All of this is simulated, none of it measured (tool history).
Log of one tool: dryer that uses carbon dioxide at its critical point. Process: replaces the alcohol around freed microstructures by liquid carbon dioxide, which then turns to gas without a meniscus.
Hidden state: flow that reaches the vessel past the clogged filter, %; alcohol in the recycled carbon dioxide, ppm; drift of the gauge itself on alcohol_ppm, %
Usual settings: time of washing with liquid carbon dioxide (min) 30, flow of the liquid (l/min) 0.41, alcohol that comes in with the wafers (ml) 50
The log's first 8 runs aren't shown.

run	hour	time of washing with liquid carbon dioxide (min)	flow of the liquid (l/min)	alcohol that comes in with the wafers (ml)	hours of work since the filter was changed	hours of work since the purifier's bed was changed	alcohol left in the vessel before it's heated (ppm by volume)
9	181.6	42	0.41	50	225	407	180
10	206.5	42	0.41	50	236	417	186
11	235.3	42	0.41	50	248	429	185
12	249.7	42	0.41	50	254	435	188
13	268.5	30	0.41	52	262	443	527
14	287.7	30	0.41	52	270	451	512
15	312	30	0.41	52	280	461	530
16	332.2	30	0.41	52	289	470	550
17	362.1	30	0.41	50	301	482	534
18	384.2	30	0.41	50	310	491	568
19	411.7	30	0.41	50	322	503	573
20	434.3	30	0.41	50	331	512	607
# hour 436.9: inlet filter changed
21	460.9	30	0.41	50	10	523	335
22	481.8	23	0.664	43	19	532	220
23	495	26	0.3	50	24	537	1291

Run 24 comes next. What will it give?
24	511.5	30	0.41	36	31	544	?

Run 24 gave alcohol left in the vessel before it's heated (ppm by volume) 302.
Without the tool's hidden state the same run would have given alcohol left in the vessel before it's heated (ppm by volume) 141.
